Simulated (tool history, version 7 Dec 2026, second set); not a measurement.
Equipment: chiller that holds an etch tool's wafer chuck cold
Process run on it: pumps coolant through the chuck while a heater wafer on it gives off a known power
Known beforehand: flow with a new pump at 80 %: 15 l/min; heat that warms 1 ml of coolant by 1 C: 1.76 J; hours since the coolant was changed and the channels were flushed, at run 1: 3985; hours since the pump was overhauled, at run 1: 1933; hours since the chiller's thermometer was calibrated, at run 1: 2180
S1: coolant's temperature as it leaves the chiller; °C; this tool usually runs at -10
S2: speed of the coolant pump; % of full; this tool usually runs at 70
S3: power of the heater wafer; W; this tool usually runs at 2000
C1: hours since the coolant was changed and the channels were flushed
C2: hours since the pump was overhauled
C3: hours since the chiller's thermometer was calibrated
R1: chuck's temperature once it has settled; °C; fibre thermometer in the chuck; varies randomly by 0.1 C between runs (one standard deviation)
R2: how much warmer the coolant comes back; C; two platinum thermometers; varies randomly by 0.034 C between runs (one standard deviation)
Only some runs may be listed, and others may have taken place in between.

| run | hour | S1 | S2 | S3 | C1 | C2 | C3 | R1 | R2 |
|---|---|---|---|---|---|---|---|---|---|
| 1 | 0.0 | -10 | 70 | 2000 | 3985 | 1933 | 2180 | 14.3 | 5.59 |
| 2 | 33.7 | -10 | 70 | 2000 | 4019 | 1967 | 2214 | 14.3 | 5.57 |
| 3 | 72.6 | -10 | 70 | 2000 | 4058 | 2006 | 2252 | 14.4 | 5.57 |
| 4 | 120.2 | -10 | 70 | 2000 | 4105 | 2054 | 2300 | 14.3 | 5.52 |
| 5 | 151.0 | -10 | 70 | 1780 | 4136 | 2084 | 2331 | 11.6 | 4.91 |
| 6 | 185.7 | -10 | 70 | 1766 | 4171 | 2119 | 2366 | 11.5 | 4.92 |
|  | 222.7 | coolant changed, channels flushed |
| 7 | 238.8 | -16 | 70 | 2000 | 16 | 2166 | 2413 | 6.3 | 5.58 |
| 8 | 285.5 | -16 | 70 | 2000 | 63 | 2213 | 2459 | 6.3 | 5.65 |
| 9 | 315.0 | -16 | 70 | 2000 | 92 | 2242 | 2489 | 6.3 | 5.66 |
| 10 | 355.2 | -16 | 70 | 2000 | 132 | 2283 | 2529 | 6.3 | 5.66 |
| 11 | 399.1 | -10 | 95 | 2000 | 176 | 2326 | 2573 | 7.6 | 3.95 |
| 12 | 422.7 | -10 | 95 | 2761 | 200 | 2350 | 2597 | 14.3 | 5.56 |
| 13 | 469.7 | -10 | 95 | 2761 | 247 | 2397 | 2644 | 14.4 | 5.49 |
| 14 | 499.5 | -10 | 95 | 2761 | 277 | 2427 | 2673 | 14.2 | 5.51 |
| 15 | 547.2 | -10 | 95 | 2761 | 325 | 2475 | 2721 | 14.2 | 5.47 |
| 16 | 577.4 | -10 | 70 | 2873 | 355 | 2505 | 2751 | 22.7 | 8.04 |
| 17 | 602.6 | -10 | 67 | 1157 | 380 | 2530 | 2776 | 3.2 | 3.47 |
| 18 | 638.9 | -10 | 67 | 1157 | 416 | 2566 | 2813 | 3.3 | 3.42 |
| 19 | 685.8 | -10 | 67 | 1157 | 463 | 2613 | 2860 | 3.1 | 3.38 |
| 20 | 715.4 | -10 | 70 | 2000 | 493 | 2643 | 2889 | 12.5 | 5.65 |

Predict the results of run 21:
| 21 | 753.1 | -10 | 70 | 1057 | 530 | 2680 | 2927 | ? | ? |

Logged for run 21: R1 1.8 °C, R2 3.00 C.
Take away the tool's hidden state, keep the run-to-run variation as it was, and the same run would have given R1 1.8 °C, R2 2.79 C.

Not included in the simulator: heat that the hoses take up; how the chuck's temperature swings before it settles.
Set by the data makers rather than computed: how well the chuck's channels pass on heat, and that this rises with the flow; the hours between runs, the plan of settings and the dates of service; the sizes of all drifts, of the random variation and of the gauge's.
